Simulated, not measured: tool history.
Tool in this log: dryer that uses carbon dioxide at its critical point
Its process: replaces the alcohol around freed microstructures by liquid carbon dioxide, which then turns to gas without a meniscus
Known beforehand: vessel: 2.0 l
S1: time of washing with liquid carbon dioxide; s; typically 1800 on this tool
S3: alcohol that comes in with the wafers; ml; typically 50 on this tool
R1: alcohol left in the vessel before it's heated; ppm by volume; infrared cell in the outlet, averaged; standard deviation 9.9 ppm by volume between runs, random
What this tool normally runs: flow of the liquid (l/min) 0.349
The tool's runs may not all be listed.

Run 1, day 0: usual settings. Result: R1 928 ppm by volume.
At day 0.725: inlet filter changed.
Run 2, day 0.821: usual settings but flow of the liquid (l/min) 0.222. Result: R1 2172 ppm by volume.
Run 3, day 1.458: usual settings but flow of the liquid (l/min) 0.222. Result: R1 2202 ppm by volume.
Run 4, day 2.312: usual settings but flow of the liquid (l/min) 0.222. Result: R1 2219 ppm by volume.
Run 5, day 3.271: usual settings but S1 2220 s. Result: R1 292 ppm by volume.
Run 6, day 3.871: usual settings but S1 2220 s. Result: R1 290 ppm by volume.
Run 7, day 4.817: usual settings but S1 2220 s. Result: R1 290 ppm by volume.
Run 8, day 5.692: usual settings but S1 2220 s. Result: R1 296 ppm by volume.
Run 9, day 6.65: usual settings but S1 2220 s. Result: R1 323 ppm by volume.
Run 10, day 7.575: usual settings but S1 2220 s. Result: R1 325 ppm by volume.
Run 11, day 8.108: usual settings but S1 2220 s. Result: R1 314 ppm by volume.
Run 12, day 8.792: usual settings but S1 1860 s, flow of the liquid (l/min) 0.501. Result: R1 173 ppm by volume.
Run 13, day 9.362: usual settings but S3 21 ml. Result: R1 331 ppm by volume.
Run 14, day 10.25: usual settings but S1 1620 s, flow of the liquid (l/min) 0.236, S3 34 ml. Result: R1 1822 ppm by volume.
Run 15, day 11.167: usual settings but S1 1380 s, S3 87 ml. Result: R1 2652 ppm by volume.
Run 16, day 11.783: usual settings but S1 1380 s, flow of the liquid (l/min) 0.54, S3 59 ml. Result: R1 490 ppm by volume.
Run 17, day 12.2: usual settings but S1 2100 s, flow of the liquid (l/min) 0.241, S3 59 ml. Result: R1 1550 ppm by volume.
Run 18, day 13.088: usual settings but S1 2100 s, flow of the liquid (l/min) 0.241, S3 59 ml. Result: R1 1555 ppm by volume.
Run 19, day 13.638: usual settings but S1 1200 s, flow of the liquid (l/min) 0.383, S3 72 ml. Result: R1 2694 ppm by volume.
Run 20, day 14.142: usual settings but S1 1200 s, flow of the liquid (l/min) 0.383, S3 72 ml. Result: R1 2630 ppm by volume.

Consider 5 possible next runs. They are alternatives, not a sequence: every one starts from the tool as it was left by run 20. What does each give?
Run A, day 14.725: usual settings but S1 2520 s. Result: R1 ?.
Run B, day 14.725: usual settings but S1 1920 s, flow of the liquid (l/min) 0.386, S3 72 ml. Result: R1 ?.
Run C, day 14.725: usual settings but S1 1200 s, flow of the liquid (l/min) 0.273, S3 72 ml. Result: R1 ?.
Run D, day 14.725: usual settings but S1 1200 s, flow of the liquid (l/min) 0.383, S3 120 ml. Result: R1 ?.
Run E, day 14.725: usual settings but S1 1380 s, flow of the liquid (l/min) 0.576, S3 31 ml. Result: R1 ?.

run    R1
  A   236
  B   618
  C  5363
  D  4475
  E   251
Without the tool's unlogged condition, the same runs would have read:
run    R1
  A   132
  B   447
  C  4832
  D  3881
  E   149

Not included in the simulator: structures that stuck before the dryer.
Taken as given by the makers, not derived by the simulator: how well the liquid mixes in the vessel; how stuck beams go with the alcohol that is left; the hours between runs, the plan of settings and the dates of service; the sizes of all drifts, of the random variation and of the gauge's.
